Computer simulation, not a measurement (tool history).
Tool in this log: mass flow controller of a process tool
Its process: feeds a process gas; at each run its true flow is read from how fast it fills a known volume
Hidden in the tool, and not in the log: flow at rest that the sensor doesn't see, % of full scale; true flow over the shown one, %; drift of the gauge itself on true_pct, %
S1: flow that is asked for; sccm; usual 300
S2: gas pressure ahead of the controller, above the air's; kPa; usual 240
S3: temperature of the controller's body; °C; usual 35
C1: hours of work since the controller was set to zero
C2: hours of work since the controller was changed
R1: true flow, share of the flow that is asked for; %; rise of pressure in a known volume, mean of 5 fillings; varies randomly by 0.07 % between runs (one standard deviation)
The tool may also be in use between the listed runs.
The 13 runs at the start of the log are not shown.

| run | hour | S1 | S2 | S3 | C1 | C2 | R1 |
|---|---|---|---|---|---|---|---|
| 14 | 1937.9 | 300 | 240 | 35 | 5281 | 5281 | 96.59 |
| 15 | 2136.8 | 300 | 240 | 35 | 5393 | 5393 | 96.52 |
| 16 | 2331.7 | 300 | 240 | 35 | 5503 | 5503 | 96.38 |
| 17 | 2468.9 | 300 | 240 | 35 | 5580 | 5580 | 96.32 |
| 18 | 2649.7 | 300 | 169 | 35 | 5683 | 5683 | 96.69 |
| 19 | 2828.3 | 300 | 153 | 35 | 5783 | 5783 | 96.66 |
| 20 | 2964.0 | 909 | 240 | 35 | 5860 | 5860 | 100.08 |
| 21 | 3193.1 | 909 | 240 | 35 | 5989 | 5989 | 100.02 |
| 22 | 3385.5 | 909 | 240 | 35 | 6098 | 6098 | 100.07 |
| 23 | 3603.7 | 707 | 240 | 35 | 6221 | 6221 | 99.17 |

Predict the results of run 24:
| 24 | 3733.0 | 300 | 175 | 28 | 6294 | 6294 | ? |

Run 24 measured R1 95.60 %.
With no hidden state in the tool, this same run would have given R1 98.72 %.

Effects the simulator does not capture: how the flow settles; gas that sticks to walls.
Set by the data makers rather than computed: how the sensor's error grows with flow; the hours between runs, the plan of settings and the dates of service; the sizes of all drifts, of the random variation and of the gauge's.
